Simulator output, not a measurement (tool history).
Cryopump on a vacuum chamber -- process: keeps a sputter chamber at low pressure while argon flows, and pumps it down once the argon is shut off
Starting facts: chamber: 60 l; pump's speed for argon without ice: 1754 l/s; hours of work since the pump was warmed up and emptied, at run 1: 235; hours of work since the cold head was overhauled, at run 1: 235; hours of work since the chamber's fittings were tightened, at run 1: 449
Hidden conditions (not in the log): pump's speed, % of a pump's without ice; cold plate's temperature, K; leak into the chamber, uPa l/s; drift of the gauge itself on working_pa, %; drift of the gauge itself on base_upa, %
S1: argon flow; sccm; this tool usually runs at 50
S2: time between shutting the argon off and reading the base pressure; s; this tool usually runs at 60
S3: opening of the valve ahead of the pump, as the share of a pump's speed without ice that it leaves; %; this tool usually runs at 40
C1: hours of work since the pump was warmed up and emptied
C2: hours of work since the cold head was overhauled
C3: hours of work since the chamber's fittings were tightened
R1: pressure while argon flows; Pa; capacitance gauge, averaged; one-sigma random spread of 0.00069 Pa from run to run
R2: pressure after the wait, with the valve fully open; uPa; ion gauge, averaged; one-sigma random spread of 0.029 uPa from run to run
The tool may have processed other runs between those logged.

{"run": 1, "hour": 0.0, "S1": 50, "S2": 60, "S3": 40, "C1": 235, "C2": 235, "C3": 449, "R1": 0.1281, "R2": 1.67}
{"run": 2, "hour": 15.7, "S1": 50, "S2": 60, "S3": 40, "C1": 243, "C2": 243, "C3": 457, "R1": 0.1284, "R2": 1.66}
{"run": 3, "hour": 31.7, "S1": 50, "S2": 60, "S3": 40, "C1": 251, "C2": 251, "C3": 465, "R1": 0.1286, "R2": 1.7}
{"run": 4, "hour": 49.7, "S1": 50, "S2": 60, "S3": 40, "C1": 261, "C2": 261, "C3": 474, "R1": 0.1288, "R2": 1.68}
{"run": 5, "hour": 57.9, "S1": 50, "S2": 60, "S3": 40, "C1": 265, "C2": 265, "C3": 479, "R1": 0.129, "R2": 1.72}
{"run": 6, "hour": 66.0, "S1": 50, "S2": 60, "S3": 40, "C1": 269, "C2": 269, "C3": 483, "R1": 0.1292, "R2": 1.77}
{"run": 7, "hour": 80.5, "S1": 58, "S2": 60, "S3": 40, "C1": 276, "C2": 276, "C3": 490, "R1": 0.1488, "R2": 1.66}
{"run": 8, "hour": 96.3, "S1": 50, "S2": 60, "S3": 40, "C1": 284, "C2": 284, "C3": 498, "R1": 0.1302, "R2": 1.69}
{"run": 9, "hour": 107.3, "S1": 50, "S2": 60, "S3": 40, "C1": 290, "C2": 290, "C3": 504, "R1": 0.1298, "R2": 1.75}
{"run": 10, "hour": 123.1, "S1": 50, "S2": 60, "S3": 40, "C1": 298, "C2": 298, "C3": 512, "R1": 0.1305, "R2": 1.74}
{"run": 11, "hour": 139.4, "S1": 50, "S2": 60, "S3": 40, "C1": 307, "C2": 307, "C3": 520, "R1": 0.1304, "R2": 1.72}
{"run": 12, "hour": 151.0, "S1": 50, "S2": 95, "S3": 40, "C1": 312, "C2": 312, "C3": 526, "R1": 0.1305, "R2": 1.25}
{"run": 13, "hour": 161.8, "S1": 50, "S2": 95, "S3": 40, "C1": 318, "C2": 318, "C3": 532, "R1": 0.1314, "R2": 1.28}
{"run": 14, "hour": 170.2, "S1": 50, "S2": 95, "S3": 40, "C1": 322, "C2": 322, "C3": 536, "R1": 0.1322, "R2": 1.26}
{"run": 15, "hour": 178.6, "S1": 42, "S2": 37, "S3": 33, "C1": 327, "C2": 327, "C3": 540, "R1": 0.1323, "R2": 2.51}
{"run": 16, "hour": 187.2, "S1": 50, "S2": 60, "S3": 22, "C1": 331, "C2": 331, "C3": 545, "R1": 0.2304, "R2": 1.77}
{"run": 17, "hour": 195.1, "S1": 50, "S2": 25, "S3": 24, "C1": 335, "C2": 335, "C3": 549, "R1": 0.2122, "R2": 3.55}
{"run": 18, "hour": 203.6, "S1": 50, "S2": 188, "S3": 40, "C1": 339, "C2": 339, "C3": 553, "R1": 0.132, "R2": 0.91}
{"run": 19, "hour": 220.5, "S1": 82, "S2": 280, "S3": 18, "C1": 348, "C2": 348, "C3": 562, "R1": 0.455, "R2": 0.79}
{"run": 20, "hour": 232.4, "S1": 82, "S2": 280, "S3": 18, "C1": 354, "C2": 354, "C3": 568, "R1": 0.4584, "R2": 0.79}
{"hour": 242.7, "done": "pump warmed up, emptied and cooled again"}
{"run": 21, "hour": 249.0, "S1": 27, "S2": 31, "S3": 40, "C1": 3, "C2": 360, "C3": 574, "R1": 0.0651, "R2": 2.93}
{"run": 22, "hour": 266.1, "S1": 26, "S2": 112, "S3": 48, "C1": 12, "C2": 369, "C3": 583, "R1": 0.0525, "R2": 1.13}

Measured result minus the same run's result without the hidden state. Both carry the same run-to-run variation, though not necessarily the same gauge scatter:
run=1 R1=+0.0076 R2=+0.25
run=2 R1=+0.0079 R2=+0.25
run=3 R1=+0.0082 R2=+0.26
run=4 R1=+0.0085 R2=+0.27
run=5 R1=+0.0086 R2=+0.28
run=6 R1=+0.0088 R2=+0.29
run=7 R1=+0.0105 R2=+0.28
run=8 R1=+0.0094 R2=+0.28
run=9 R1=+0.0096 R2=+0.30
run=10 R1=+0.0100 R2=+0.31
run=11 R1=+0.0103 R2=+0.30
run=12 R1=+0.0105 R2=+0.31
run=13 R1=+0.0107 R2=+0.32
run=14 R1=+0.0109 R2=+0.31
run=15 R1=+0.0093 R2=+0.32
run=16 R1=+0.0111 R2=+0.33
run=17 R1=+0.0113 R2=+0.34
run=18 R1=+0.0115 R2=+0.34
run=19 R1=+0.0193 R2=+0.35
run=20 R1=+0.0198 R2=+0.35
run=21 R1=+0.0004 R2=+0.26
run=22 R1=+0.0005 R2=+0.26
